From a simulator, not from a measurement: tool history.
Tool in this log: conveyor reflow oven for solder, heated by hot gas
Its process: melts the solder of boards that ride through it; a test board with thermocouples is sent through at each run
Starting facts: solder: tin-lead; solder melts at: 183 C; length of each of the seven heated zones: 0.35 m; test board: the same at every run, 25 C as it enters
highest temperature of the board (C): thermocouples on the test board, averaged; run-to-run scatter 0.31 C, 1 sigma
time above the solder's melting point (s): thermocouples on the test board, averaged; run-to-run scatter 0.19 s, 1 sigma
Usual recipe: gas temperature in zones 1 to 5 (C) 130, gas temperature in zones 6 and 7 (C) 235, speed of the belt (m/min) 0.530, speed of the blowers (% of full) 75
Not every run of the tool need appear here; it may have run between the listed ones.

run	hour	gas temperature in zones 1 to 5 (C)	gas temperature in zones 6 and 7 (C)	speed of the belt (m/min)	speed of the blowers (% of full)	highest temperature of the board (C)	time above the solder's melting point (s)
1	0.0	130	235	0.530	75	218.7	57.3
2	17.1	130	232	0.530	75	216.2	55.7
3	28.3	130	232	0.530	75	215.7	55.2
4	52.4	136	235	0.530	75	219.3	60.7
5	70.9	129	235	0.530	75	218.3	56.7
6	91.2	129	235	0.530	75	217.6	57.5
7	110.6	129	235	0.530	75	217.7	57.3
8	124.7	130	235	0.536	75	217.9	56.5
9	142.6	130	235	0.536	75	218.1	56.6
10	159.5	130	235	0.536	75	218.0	56.3
11	171.4	130	235	0.536	75	217.8	56.7
12	187.6	130	235	0.536	75	217.7	56.6
13	201.3	130	235	0.536	75	217.4	56.6
14	221.8	130	235	0.536	75	218.1	56.5
15	243.0	123	223	0.530	65	202.6	39.9

Run 16 comes next. What will it give?
16	257.8	123	223	0.530	58	?	?

highest temperature of the board (C): 199.9
time above the solder's melting point (s): 34.7
With no hidden state in the tool, this same run would have given highest temperature of the board (C) 200.0, time above the solder's melting point (s) 34.8.

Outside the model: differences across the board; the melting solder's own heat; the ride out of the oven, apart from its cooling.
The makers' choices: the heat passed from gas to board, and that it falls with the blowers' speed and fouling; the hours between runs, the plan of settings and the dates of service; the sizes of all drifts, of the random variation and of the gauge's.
